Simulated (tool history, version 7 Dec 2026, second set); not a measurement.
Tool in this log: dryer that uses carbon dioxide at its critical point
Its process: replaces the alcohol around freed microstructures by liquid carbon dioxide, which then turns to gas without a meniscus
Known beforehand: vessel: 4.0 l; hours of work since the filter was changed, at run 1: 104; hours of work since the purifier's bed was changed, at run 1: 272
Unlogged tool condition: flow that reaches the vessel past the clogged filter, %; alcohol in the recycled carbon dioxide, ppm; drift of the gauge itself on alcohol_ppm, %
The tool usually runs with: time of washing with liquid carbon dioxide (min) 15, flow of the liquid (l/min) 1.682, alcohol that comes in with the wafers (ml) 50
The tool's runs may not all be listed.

run   hour  time of washing with liquid carbon dioxide (min)  flow of the liquid (l/min)  alcohol that comes in with the wafers (ml)  hours of work since the filter was changed  hours of work since the purifier's bed was changed  alcohol left in the vessel before it's heated (ppm by volume)
  1      0                                                15                       1.682                                          50                                         104                                                 272                                                             67
  2    8.3                                                22                       1.682                                          50                                         110                                                 278                                                             36
  3   20.7                                                24                       1.682                                          50                                         119                                                 287                                                             30
  4   29.4                                                15                       1.682                                          50                                         125                                                 293                                                             60
  5   38.1                                                15                       1.682                                          50                                         131                                                 299                                                             69
  6   51.6                                                15                       1.682                                          50                                         140                                                 309                                                             77
  7     61                                                12                        1.14                                          50                                         147                                                 315                                                            580
  8   74.1                                                15                        1.12                                          50                                         156                                                 325                                                            286
  9   82.7                                                18                        1.97                                          42                                         163                                                 331                                                             34
 10   93.9                                                21                        1.14                                          33                                         170                                                 339                                                             65
 11  108.4                                                21                        1.14                                          33                                         181                                                 349                                                             62
 12  115.5                                                21                        1.52                                          50                                         186                                                 354                                                             47

Subtracting, for every run, the result it would have given without the tool's unlogged condition from the measured result gives the following. The same run-to-run variation enters both numbers; the gauge's scatter may not:
run  alcohol left in the vessel before it's heated (ppm by volume)
  1                                                            +32
  2                                                            +24
  3                                                            +25
  4                                                            +36
  5                                                            +37
  6                                                            +39
  7                                                           +135
  8                                                            +90
  9                                                            +28
 10                                                            +41
 11                                                            +42
 12                                                            +34
